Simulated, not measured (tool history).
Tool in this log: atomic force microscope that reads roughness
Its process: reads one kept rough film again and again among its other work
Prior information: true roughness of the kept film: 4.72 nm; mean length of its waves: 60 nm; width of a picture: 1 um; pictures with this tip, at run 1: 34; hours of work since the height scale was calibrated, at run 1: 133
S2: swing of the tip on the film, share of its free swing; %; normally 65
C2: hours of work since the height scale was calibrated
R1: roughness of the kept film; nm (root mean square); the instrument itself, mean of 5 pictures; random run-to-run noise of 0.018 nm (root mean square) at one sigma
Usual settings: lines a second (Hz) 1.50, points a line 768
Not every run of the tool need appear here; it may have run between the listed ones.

{"run": 1, "hour": 0.0, "lines a second (Hz)": 1.5, "S2": 65, "points a line": 768, "pictures with this tip": 34, "C2": 133, "R1": 4.216}
{"run": 2, "hour": 32.4, "lines a second (Hz)": 1.5, "S2": 65, "points a line": 768, "pictures with this tip": 69, "C2": 151, "R1": 4.178}
{"run": 3, "hour": 68.6, "lines a second (Hz)": 1.5, "S2": 65, "points a line": 768, "pictures with this tip": 109, "C2": 172, "R1": 4.107}
{"run": 4, "hour": 125.7, "lines a second (Hz)": 1.5, "S2": 65, "points a line": 768, "pictures with this tip": 171, "C2": 204, "R1": 3.983}
{"run": 5, "hour": 186.7, "lines a second (Hz)": 1.5, "S2": 65, "points a line": 768, "pictures with this tip": 237, "C2": 238, "R1": 3.905}
{"hour": 190.7, "done": "height scale calibrated on a step standard"}
{"run": 6, "hour": 226.7, "lines a second (Hz)": 1.5, "S2": 65, "points a line": 768, "pictures with this tip": 279, "C2": 20, "R1": 3.849}
{"hour": 234.8, "done": "new tip fitted"}
{"run": 7, "hour": 273.1, "lines a second (Hz)": 0.97, "S2": 62, "points a line": 370, "pictures with this tip": 41, "C2": 46, "R1": 4.303}
{"run": 8, "hour": 306.6, "lines a second (Hz)": 0.51, "S2": 59, "points a line": 267, "pictures with this tip": 78, "C2": 65, "R1": 4.265}
{"run": 9, "hour": 338.7, "lines a second (Hz)": 1.95, "S2": 65, "points a line": 401, "pictures with this tip": 113, "C2": 83, "R1": 3.951}
{"run": 10, "hour": 378.2, "lines a second (Hz)": 0.64, "S2": 65, "points a line": 282, "pictures with this tip": 156, "C2": 106, "R1": 4.123}
{"run": 11, "hour": 413.6, "lines a second (Hz)": 0.64, "S2": 65, "points a line": 282, "pictures with this tip": 194, "C2": 125, "R1": 4.073}
{"hour": 424.5, "done": "height scale calibrated on a step standard, once more"}
{"run": 12, "hour": 476.0, "lines a second (Hz)": 2.32, "S2": 65, "points a line": 450, "pictures with this tip": 261, "C2": 29, "R1": 3.722}

5 options for the next run, each taken on its own from the tool as it stands now. Forecast them:
{"hour": 502.6, "done": "new tip fitted"}
{"run": "A", "hour": 504.7, "lines a second (Hz)": 0.56, "S2": 65, "points a line": 879, "pictures with this tip": 3, "C2": 45, "R1": "?"}
{"hour": 502.6, "done": "new tip fitted"}
{"run": "B", "hour": 504.7, "lines a second (Hz)": 2.86, "S2": 61, "points a line": 970, "pictures with this tip": 3, "C2": 45, "R1": "?"}
{"hour": 502.6, "done": "new tip fitted"}
{"run": "C", "hour": 504.7, "lines a second (Hz)": 2.32, "S2": 65, "points a line": 838, "pictures with this tip": 3, "C2": 45, "R1": "?"}
{"hour": 502.6, "done": "new tip fitted"}
{"run": "D", "hour": 504.7, "lines a second (Hz)": 1.5, "S2": 65, "points a line": 768, "pictures with this tip": 3, "C2": 45, "R1": "?"}
{"hour": 502.6, "done": "new tip fitted"}
{"run": "E", "hour": 504.7, "lines a second (Hz)": 1.35, "S2": 56, "points a line": 595, "pictures with this tip": 3, "C2": 45, "R1": "?"}

run=A R1=4.456
run=B R1=4.161
run=C R1=4.085
run=D R1=4.265
run=E R1=4.386
Without the tool's hidden state the same runs would have given:
run=A R1=4.469
run=B R1=4.172
run=C R1=4.096
run=D R1=4.277
run=E R1=4.399
